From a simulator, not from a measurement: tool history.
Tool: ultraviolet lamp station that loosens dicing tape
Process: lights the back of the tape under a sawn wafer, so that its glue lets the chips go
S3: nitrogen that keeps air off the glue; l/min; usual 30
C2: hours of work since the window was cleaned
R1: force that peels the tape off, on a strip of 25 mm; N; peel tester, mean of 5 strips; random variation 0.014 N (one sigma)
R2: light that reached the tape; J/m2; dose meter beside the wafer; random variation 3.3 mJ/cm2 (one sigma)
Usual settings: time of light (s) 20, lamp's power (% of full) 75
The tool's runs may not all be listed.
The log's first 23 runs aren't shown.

Run 24, day 7.175: usual settings but time of light (s) 14, lamp's power (% of full) 79; hours of work of the lamp 194; C2 537. Result: R1 1.177 N, R2 3900 J/m2.
Run 25, day 7.458: usual settings but time of light (s) 38, lamp's power (% of full) 79; hours of work of the lamp 199; C2 542. Result: R1 0.160 N, R2 10640 J/m2.
Run 26, day 7.875: usual settings but time of light (s) 38, lamp's power (% of full) 79; hours of work of the lamp 206; C2 549. Result: R1 0.155 N, R2 10710 J/m2.
Run 27, day 8.067: usual settings but lamp's power (% of full) 93; hours of work of the lamp 210; C2 552. Result: R1 0.427 N, R2 6580 J/m2.
At day 8.225: window cleaned of glue's vapour.
Run 28, day 8.275: usual settings but lamp's power (% of full) 93; hours of work of the lamp 213; C2 1. Result: R1 0.426 N, R2 6530 J/m2.
Run 29, day 8.542: usual settings but lamp's power (% of full) 93; hours of work of the lamp 217; C2 5. Result: R1 0.439 N, R2 6600 J/m2.
Run 30, day 8.838: usual settings but lamp's power (% of full) 93; hours of work of the lamp 223; C2 11. Result: R1 0.445 N, R2 6510 J/m2.
Run 31, day 9.179: usual settings but time of light (s) 11, lamp's power (% of full) 86, S3 45 l/min; hours of work of the lamp 229; C2 17. Result: R1 1.276 N, R2 3350 J/m2.
Run 32, day 9.496: usual settings but lamp's power (% of full) 80, S3 14 l/min; hours of work of the lamp 234; C2 22. Result: R1 0.925 N, R2 5720 J/m2.
Run 33, day 9.921: usual settings but lamp's power (% of full) 80, S3 14 l/min; hours of work of the lamp 242; C2 30. Result: R1 0.990 N, R2 5670 J/m2.
Run 34, day 10.358: usual settings but time of light (s) 18, S3 47 l/min; hours of work of the lamp 249; C2 37. Result: R1 0.721 N, R2 4790 J/m2.
Run 35, day 10.712: usual settings but time of light (s) 18, S3 47 l/min; hours of work of the lamp 255; C2 43. Result: R1 0.648 N, R2 4760 J/m2.
Run 36, day 11.067: usual settings but time of light (s) 35, S3 10 l/min; hours of work of the lamp 261; C2 50. Result: R1 0.434 N, R2 9290 J/m2.
Run 37, day 11.358: usual settings but time of light (s) 22, lamp's power (% of full) 61, S3 18 l/min; hours of work of the lamp 267; C2 55. Result: R1 1.139 N, R2 4760 J/m2.
Run 38, day 11.679: usual settings but S3 38 l/min; hours of work of the lamp 272; C2 60. Result: R1 0.609 N, R2 5250 J/m2.
Run 39, day 12.058: usual settings but time of light (s) 25, lamp's power (% of full) 70, S3 23 l/min; hours of work of the lamp 279; C2 67. Result: R1 0.583 N, R2 6220 J/m2.
Run 40, day 12.350: usual settings but time of light (s) 25, lamp's power (% of full) 70, S3 33 l/min; hours of work of the lamp 284; C2 72. Result: R1 0.462 N, R2 6240 J/m2.
Run 41, day 12.704: usual settings but time of light (s) 12, lamp's power (% of full) 61, S3 10 l/min; hours of work of the lamp 290; C2 78. Result: R1 2.946 N, R2 2610 J/m2.
Run 42, day 13.079: usual settings but time of light (s) 37; hours of work of the lamp 297; C2 85. Result: R1 0.178 N, R2 9820 J/m2.
Run 43, day 13.321: usual settings but time of light (s) 10, S3 18 l/min; hours of work of the lamp 301; C2 89. Result: R1 2.377 N, R2 2690 J/m2.

Forecast each of these 3 alternatives for the next run:
Run A, day 13.662: usual settings but time of light (s) 29, S3 18 l/min; hours of work of the lamp 307; C2 95. Result: R1 ?, R2 ?.
Run B, day 13.662: usual settings but time of light (s) 10, S3 39 l/min; hours of work of the lamp 307; C2 95. Result: R1 ?, R2 ?.
Run C, day 13.662: usual settings but time of light (s) 12, lamp's power (% of full) 97, S3 18 l/min; hours of work of the lamp 307; C2 95. Result: R1 ?, R2 ?.

run     R1    R2
  A  0.443  7670
  B  1.861  2700
  C  1.352  4120
Without the tool's hidden state the same runs would have given:
run     R1    R2
  A  0.442  7670
  B  1.859  2700
  C  1.349  4120
